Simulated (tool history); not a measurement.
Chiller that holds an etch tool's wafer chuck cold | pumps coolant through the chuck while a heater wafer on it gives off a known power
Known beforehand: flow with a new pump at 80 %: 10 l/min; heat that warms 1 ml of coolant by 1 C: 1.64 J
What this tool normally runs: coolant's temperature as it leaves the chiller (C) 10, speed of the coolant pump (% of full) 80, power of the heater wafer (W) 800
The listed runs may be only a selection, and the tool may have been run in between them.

run     day  coolant's temperature as it leaves the chiller (C)  speed of the coolant pump (% of full)  power of the heater wafer (W)  chuck's temperature once it has settled (C)  how much warmer the coolant comes back (C)
  1       0                                                  10                                     80                            800                                        16.31                                         2.9
  2   2.588                                                  10                                     80                            800                                        16.38                                        2.91
  3   5.308                                                  19                                     80                            800                                        25.37                                        2.91
  4   7.492                                                  19                                     80                            800                                        25.46                                        2.92
  5   9.275                                                  19                                     80                            800                                        25.39                                        2.94
  6  11.829                                                  19                                     80                            800                                        25.36                                        2.94
  7  15.525                                                  19                                     80                            800                                        25.33                                        2.92
  8  19.504                                                  19                                     80                            800                                        25.42                                        2.96
  9    22.1                                                  10                                     80                            800                                        16.57                                        2.91
 10  25.667                                                  10                                     80                            800                                        16.38                                        2.94
 11  29.279                                                  10                                     80                            800                                         16.4                                        2.93
 12  32.212                                                  10                                     80                            800                                        16.43                                        2.92
 13  34.671                                                  10                                     80                            800                                        16.39                                        2.89
 14  37.008                                                  10                                     80                            800                                        16.42                                        2.93
 15    40.8                                                  10                                     80                            800                                        16.42                                        2.92
 16  42.704                                                  10                                     80                            800                                        16.45                                        2.95
 17  45.162                                                  17                                     80                            792                                        23.37                                        2.89
 18  47.738                                                  17                                     80                            792                                        23.41                                        2.87
 19  49.858                                                  16                                     80                            800                                        22.35                                        2.94
 20  53.508                                                   0                                     80                            620                                         5.07                                        2.27
 21  56.346                                                  12                                     78                            800                                        18.61                                        2.99
 22  58.675                                                  12                                     69                            459                                        16.06                                        1.95
 23  61.888                                                  10                                     80                            679                                         15.5                                         2.5
 24  64.383                                                  10                                     80                            679                                        15.52                                        2.48
 25  66.758                                                  10                                     80                            679                                        15.47                                        2.47
 26  69.983                                                   9                                     79                            679                                        14.57                                        2.51
 27  72.796                                                  14                                     70                            679                                        19.97                                        2.82
 28  74.908                                                   8                                     83                            691                                        13.45                                        2.41
 29  76.992                                                   8                                     83                            464                                        11.71                                        1.68
 30  78.975                                                   8                                     83                            464                                        11.55                                        1.63
 31  82.342                                                   2                                     83                            464                                         5.64                                        1.59
     83.954  -- chiller's thermometer calibrated
 32  84.329                                                   9                                     88                            800                                        15.09                                        2.63

Consider 4 possible next runs. They are alternatives, not a sequence: every one starts from the tool as it was left by run 32. What does each give?
  A  87.429                                                  10                                     70                            769                                            ?                                           ?
  B  87.429                                                   5                                     88                            800                                            ?                                           ?
  C  87.429                                                  19                                     80                            804                                            ?                                           ?
  D  87.429                                                   9                                     65                            967                                            ?                                           ?

run  chuck's temperature once it has settled (C)  how much warmer the coolant comes back (C)
  A                                        16.73                                        3.21
  B                                        11.09                                        2.69
  C                                        25.51                                        2.94
  D                                        17.81                                        4.36
Take away the tool's hidden state, keep each run's random variation, and the runs would have read:
run  chuck's temperature once it has settled (C)  how much warmer the coolant comes back (C)
  A                                        16.71                                        3.21
  B                                        11.07                                        2.68
  C                                        25.49                                        2.94
  D                                        17.78                                        4.36
